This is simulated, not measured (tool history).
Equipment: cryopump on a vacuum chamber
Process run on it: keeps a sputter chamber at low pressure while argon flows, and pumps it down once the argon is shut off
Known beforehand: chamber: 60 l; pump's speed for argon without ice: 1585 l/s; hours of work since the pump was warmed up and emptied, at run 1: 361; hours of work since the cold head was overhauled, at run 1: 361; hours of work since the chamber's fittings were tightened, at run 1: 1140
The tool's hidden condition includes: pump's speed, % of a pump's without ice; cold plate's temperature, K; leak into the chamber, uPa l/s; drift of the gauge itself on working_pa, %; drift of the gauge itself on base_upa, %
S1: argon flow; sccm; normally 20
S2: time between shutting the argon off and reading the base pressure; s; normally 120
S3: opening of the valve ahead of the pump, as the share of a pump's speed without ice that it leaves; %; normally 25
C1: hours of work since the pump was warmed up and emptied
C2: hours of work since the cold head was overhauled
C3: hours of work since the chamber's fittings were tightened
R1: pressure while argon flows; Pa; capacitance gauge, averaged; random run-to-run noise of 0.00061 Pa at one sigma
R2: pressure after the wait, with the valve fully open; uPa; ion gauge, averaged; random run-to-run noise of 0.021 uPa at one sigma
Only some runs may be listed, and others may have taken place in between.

{"run": 1, "hour": 0.0, "S1": 20, "S2": 120, "S3": 25, "C1": 361, "C2": 361, "C3": 1140, "R1": 0.0883, "R2": 2.21}
{"run": 2, "hour": 15.2, "S1": 20, "S2": 120, "S3": 25, "C1": 368, "C2": 368, "C3": 1146, "R1": 0.0875, "R2": 2.34}
{"run": 3, "hour": 41.3, "S1": 20, "S2": 120, "S3": 25, "C1": 380, "C2": 380, "C3": 1158, "R1": 0.0877, "R2": 2.29}
{"run": 4, "hour": 65.7, "S1": 20, "S2": 120, "S3": 25, "C1": 391, "C2": 391, "C3": 1169, "R1": 0.0886, "R2": 2.33}
{"run": 5, "hour": 77.4, "S1": 20, "S2": 120, "S3": 25, "C1": 397, "C2": 397, "C3": 1175, "R1": 0.0885, "R2": 2.32}
{"run": 6, "hour": 94.8, "S1": 20, "S2": 49, "S3": 25, "C1": 405, "C2": 405, "C3": 1183, "R1": 0.0874, "R2": 2.66}
{"run": 7, "hour": 110.4, "S1": 20, "S2": 120, "S3": 25, "C1": 412, "C2": 412, "C3": 1190, "R1": 0.0885, "R2": 2.37}
{"run": 8, "hour": 121.0, "S1": 20, "S2": 120, "S3": 25, "C1": 416, "C2": 416, "C3": 1195, "R1": 0.0887, "R2": 2.45}
{"run": 9, "hour": 146.0, "S1": 20, "S2": 120, "S3": 25, "C1": 428, "C2": 428, "C3": 1206, "R1": 0.0887, "R2": 2.43}
{"run": 10, "hour": 162.3, "S1": 20, "S2": 120, "S3": 25, "C1": 435, "C2": 435, "C3": 1213, "R1": 0.0888, "R2": 2.45}
{"run": 11, "hour": 180.3, "S1": 20, "S2": 120, "S3": 25, "C1": 443, "C2": 443, "C3": 1222, "R1": 0.0884, "R2": 2.45}
{"run": 12, "hour": 198.7, "S1": 20, "S2": 120, "S3": 25, "C1": 452, "C2": 452, "C3": 1230, "R1": 0.0892, "R2": 2.38}
{"run": 13, "hour": 209.2, "S1": 20, "S2": 120, "S3": 25, "C1": 457, "C2": 457, "C3": 1235, "R1": 0.0882, "R2": 2.5}
{"hour": 222.7, "done": "leaking fittings of the chamber tightened, without venting"}
{"run": 14, "hour": 224.3, "S1": 20, "S2": 120, "S3": 25, "C1": 463, "C2": 463, "C3": 1, "R1": 0.0886, "R2": 0.46}
{"run": 15, "hour": 234.8, "S1": 20, "S2": 120, "S3": 25, "C1": 467, "C2": 467, "C3": 5, "R1": 0.0889, "R2": 0.49}
{"run": 16, "hour": 260.8, "S1": 20, "S2": 120, "S3": 25, "C1": 479, "C2": 479, "C3": 17, "R1": 0.09, "R2": 0.53}
{"run": 17, "hour": 282.8, "S1": 20, "S2": 120, "S3": 25, "C1": 489, "C2": 489, "C3": 27, "R1": 0.0897, "R2": 0.53}
{"run": 18, "hour": 298.6, "S1": 35, "S2": 120, "S3": 21, "C1": 496, "C2": 496, "C3": 35, "R1": 0.1847, "R2": 0.53}
{"run": 19, "hour": 314.3, "S1": 35, "S2": 56, "S3": 21, "C1": 504, "C2": 504, "C3": 42, "R1": 0.1832, "R2": 0.8}
{"run": 20, "hour": 335.3, "S1": 20, "S2": 144, "S3": 24, "C1": 513, "C2": 513, "C3": 51, "R1": 0.0925, "R2": 0.55}
{"run": 21, "hour": 348.0, "S1": 20, "S2": 144, "S3": 24, "C1": 519, "C2": 519, "C3": 57, "R1": 0.0924, "R2": 0.52}
{"run": 22, "hour": 358.6, "S1": 11, "S2": 49, "S3": 24, "C1": 524, "C2": 524, "C3": 62, "R1": 0.051, "R2": 0.89}
{"run": 23, "hour": 384.7, "S1": 27, "S2": 120, "S3": 20, "C1": 536, "C2": 536, "C3": 74, "R1": 0.1495, "R2": 0.66}
{"run": 24, "hour": 402.6, "S1": 24, "S2": 108, "S3": 24, "C1": 544, "C2": 544, "C3": 82, "R1": 0.1124, "R2": 0.64}
{"run": 25, "hour": 421.4, "S1": 24, "S2": 108, "S3": 24, "C1": 552, "C2": 552, "C3": 91, "R1": 0.1126, "R2": 0.69}
{"run": 26, "hour": 441.0, "S1": 11, "S2": 108, "S3": 17, "C1": 561, "C2": 561, "C3": 99, "R1": 0.0719, "R2": 0.64}
{"run": 27, "hour": 463.8, "S1": 16, "S2": 108, "S3": 17, "C1": 572, "C2": 572, "C3": 110, "R1": 0.1035, "R2": 0.7}
{"run": 28, "hour": 484.3, "S1": 16, "S2": 108, "S3": 17, "C1": 581, "C2": 581, "C3": 119, "R1": 0.1039, "R2": 0.75}
{"run": 29, "hour": 507.2, "S1": 29, "S2": 108, "S3": 17, "C1": 592, "C2": 592, "C3": 130, "R1": 0.1902, "R2": 0.74}
{"run": 30, "hour": 525.4, "S1": 20, "S2": 120, "S3": 28, "C1": 600, "C2": 600, "C3": 138, "R1": 0.082, "R2": 0.78}
{"run": 31, "hour": 540.5, "S1": 20, "S2": 120, "S3": 28, "C1": 607, "C2": 607, "C3": 145, "R1": 0.0811, "R2": 0.75}
{"run": 32, "hour": 564.3, "S1": 20, "S2": 78, "S3": 23, "C1": 618, "C2": 618, "C3": 156, "R1": 0.0973, "R2": 0.87}
{"run": 33, "hour": 575.3, "S1": 20, "S2": 78, "S3": 23, "C1": 623, "C2": 623, "C3": 161, "R1": 0.0978, "R2": 0.9}
{"run": 34, "hour": 592.5, "S1": 28, "S2": 120, "S3": 36, "C1": 630, "C2": 630, "C3": 169, "R1": 0.0897, "R2": 0.81}

Predict each of these 4 candidate next runs independently; none follows another, all start after run 34:
{"run": "A", "hour": 616.7, "S1": 20, "S2": 112, "S3": 52, "C1": 641, "C2": 641, "C3": 180, "R1": "?", "R2": "?"}
{"run": "B", "hour": 616.7, "S1": 24, "S2": 23, "S3": 44, "C1": 641, "C2": 641, "C3": 180, "R1": "?", "R2": "?"}
{"run": "C", "hour": 616.7, "S1": 39, "S2": 106, "S3": 55, "C1": 641, "C2": 641, "C3": 180, "R1": "?", "R2": "?"}
{"run": "D", "hour": 616.7, "S1": 28, "S2": 167, "S3": 54, "C1": 641, "C2": 641, "C3": 180, "R1": "?", "R2": "?"}

run=A R1=0.0451 R2=0.78
run=B R1=0.0644 R2=1.70
run=C R1=0.0846 R2=0.85
run=D R1=0.0632 R2=0.72
Without the tool's hidden state the same runs would have given:
run=A R1=0.0399 R2=0.36
run=B R1=0.0581 R2=1.28
run=C R1=0.0744 R2=0.42
run=D R1=0.0558 R2=0.31
